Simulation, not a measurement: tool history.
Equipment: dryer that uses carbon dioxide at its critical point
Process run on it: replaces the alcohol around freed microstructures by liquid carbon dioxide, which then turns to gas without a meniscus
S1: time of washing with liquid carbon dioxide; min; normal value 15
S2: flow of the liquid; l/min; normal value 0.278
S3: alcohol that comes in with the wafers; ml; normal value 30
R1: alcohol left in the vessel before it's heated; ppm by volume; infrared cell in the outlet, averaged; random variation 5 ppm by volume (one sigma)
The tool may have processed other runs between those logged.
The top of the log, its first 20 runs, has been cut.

{"run": 21, "hour": 304.1, "S1": 15, "S2": 0.278, "S3": 30, "R1": 161}
{"run": 22, "hour": 327.0, "S1": 15, "S2": 0.278, "S3": 30, "R1": 156}
{"hour": 342.6, "done": "purifier's bed changed"}
{"run": 23, "hour": 343.7, "S1": 21, "S2": 0.29, "S3": 68, "R1": 6}
{"run": 24, "hour": 359.2, "S1": 15, "S2": 0.181, "S3": 101, "R1": 1974}
{"run": 25, "hour": 372.2, "S1": 12, "S2": 0.181, "S3": 101, "R1": 5044}
{"run": 26, "hour": 393.8, "S1": 12, "S2": 0.181, "S3": 101, "R1": 5225}
{"run": 27, "hour": 409.7, "S1": 12, "S2": 0.206, "S3": 41, "R1": 1287}
{"run": 28, "hour": 429.1, "S1": 12, "S2": 0.206, "S3": 41, "R1": 1304}
{"run": 29, "hour": 439.8, "S1": 17, "S2": 0.227, "S3": 41, "R1": 145}
{"run": 30, "hour": 455.9, "S1": 13, "S2": 0.237, "S3": 41, "R1": 489}
{"run": 31, "hour": 469.3, "S1": 15, "S2": 0.462, "S3": 50, "R1": 36}
{"run": 32, "hour": 483.1, "S1": 13, "S2": 0.362, "S3": 84, "R1": 84}
{"run": 33, "hour": 498.4, "S1": 23, "S2": 0.194, "S3": 71, "R1": 135}
{"run": 34, "hour": 517.9, "S1": 15, "S2": 0.223, "S3": 111, "R1": 1014}
{"run": 35, "hour": 529.7, "S1": 15, "S2": 0.223, "S3": 111, "R1": 963}
{"run": 36, "hour": 541.1, "S1": 15, "S2": 0.223, "S3": 111, "R1": 993}
{"run": 37, "hour": 553.7, "S1": 13, "S2": 0.266, "S3": 57, "R1": 437}
{"run": 38, "hour": 574.6, "S1": 13, "S2": 0.266, "S3": 57, "R1": 451}
{"run": 39, "hour": 586.1, "S1": 10, "S2": 0.278, "S3": 77, "R1": 1782}
{"hour": 593.3, "done": "inlet filter changed"}
{"run": 40, "hour": 607.1, "S1": 10, "S2": 0.278, "S3": 77, "R1": 1014}
{"run": 41, "hour": 630.3, "S1": 10, "S2": 0.278, "S3": 77, "R1": 1098}
{"run": 42, "hour": 653.2, "S1": 10, "S2": 0.278, "S3": 77, "R1": 1122}

What if the next run were any one of these 3? Each begins from the tool's condition after run 42:
{"run": "A", "hour": 666.0, "S1": 17, "S2": 0.259, "S3": 22, "R1": "?"}
{"run": "B", "hour": 666.0, "S1": 15, "S2": 0.185, "S3": 30, "R1": "?"}
{"run": "C", "hour": 666.0, "S1": 24, "S2": 0.278, "S3": 30, "R1": "?"}

run=A R1=71
run=B R1=515
run=C R1=50
Without the tool's unlogged condition, the same runs would have read:
run=A R1=26
run=B R1=414
run=C R1=8
